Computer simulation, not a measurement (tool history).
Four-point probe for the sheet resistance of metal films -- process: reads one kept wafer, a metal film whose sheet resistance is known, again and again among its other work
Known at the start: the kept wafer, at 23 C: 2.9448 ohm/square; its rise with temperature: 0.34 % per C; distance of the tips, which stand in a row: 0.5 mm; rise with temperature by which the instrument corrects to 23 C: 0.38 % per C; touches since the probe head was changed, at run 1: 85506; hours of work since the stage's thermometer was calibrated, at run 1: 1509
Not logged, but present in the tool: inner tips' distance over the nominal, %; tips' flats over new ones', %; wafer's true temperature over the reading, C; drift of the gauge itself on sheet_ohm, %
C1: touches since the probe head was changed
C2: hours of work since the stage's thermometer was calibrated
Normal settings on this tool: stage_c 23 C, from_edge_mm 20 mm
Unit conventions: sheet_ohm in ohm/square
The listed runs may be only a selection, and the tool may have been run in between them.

{"run": 1, "hour": 0.0, "stage_c": 23, "from_edge_mm": 20, "C1": 85506, "C2": 1509, "sheet_ohm": 2.932895}
{"run": 2, "hour": 46.3, "stage_c": 23, "from_edge_mm": 20, "C1": 88092, "C2": 1538, "sheet_ohm": 2.933764}
{"run": 3, "hour": 83.8, "stage_c": 23, "from_edge_mm": 20, "C1": 90184, "C2": 1562, "sheet_ohm": 2.933029}
{"run": 4, "hour": 116.6, "stage_c": 23, "from_edge_mm": 6, "C1": 92014, "C2": 1583, "sheet_ohm": 2.942947}
{"run": 5, "hour": 164.9, "stage_c": 23, "from_edge_mm": 6, "C1": 94712, "C2": 1614, "sheet_ohm": 2.943141}
{"hour": 169.9, "done": "stage's thermometer calibrated"}
{"run": 6, "hour": 199.4, "stage_c": 23, "from_edge_mm": 8, "C1": 96611, "C2": 19, "sheet_ohm": 2.940469}
{"run": 7, "hour": 250.0, "stage_c": 28, "from_edge_mm": 5, "C1": 99435, "C2": 51, "sheet_ohm": 2.942997}
{"run": 8, "hour": 296.5, "stage_c": 28, "from_edge_mm": 3, "C1": 102031, "C2": 81, "sheet_ohm": 2.971228}
{"run": 9, "hour": 332.7, "stage_c": 28, "from_edge_mm": 3, "C1": 104050, "C2": 105, "sheet_ohm": 2.969587}
{"run": 10, "hour": 356.1, "stage_c": 26, "from_edge_mm": 3, "C1": 105356, "C2": 120, "sheet_ohm": 2.972267}

Alternative continuations, all from the tool just after run 10; predict every row:
{"run": "A", "hour": 391.4, "stage_c": 32, "from_edge_mm": 5, "C1": 107331, "C2": 142, "sheet_ohm": "?"}
{"run": "B", "hour": 391.4, "stage_c": 33, "from_edge_mm": 20, "C1": 107331, "C2": 142, "sheet_ohm": "?"}
{"run": "C", "hour": 391.4, "stage_c": 18, "from_edge_mm": 6, "C1": 107331, "C2": 142, "sheet_ohm": "?"}
{"run": "D", "hour": 391.4, "stage_c": 23, "from_edge_mm": 18, "C1": 107331, "C2": 142, "sheet_ohm": "?"}

run=A sheet_ohm=2.937765
run=B sheet_ohm=2.920794
run=C sheet_ohm=2.9514
run=D sheet_ohm=2.935311
Without the tool's hidden state the same runs would have given:
run=A sheet_ohm=2.948857
run=B sheet_ohm=2.931853
run=C sheet_ohm=2.962186
run=D sheet_ohm=2.946175
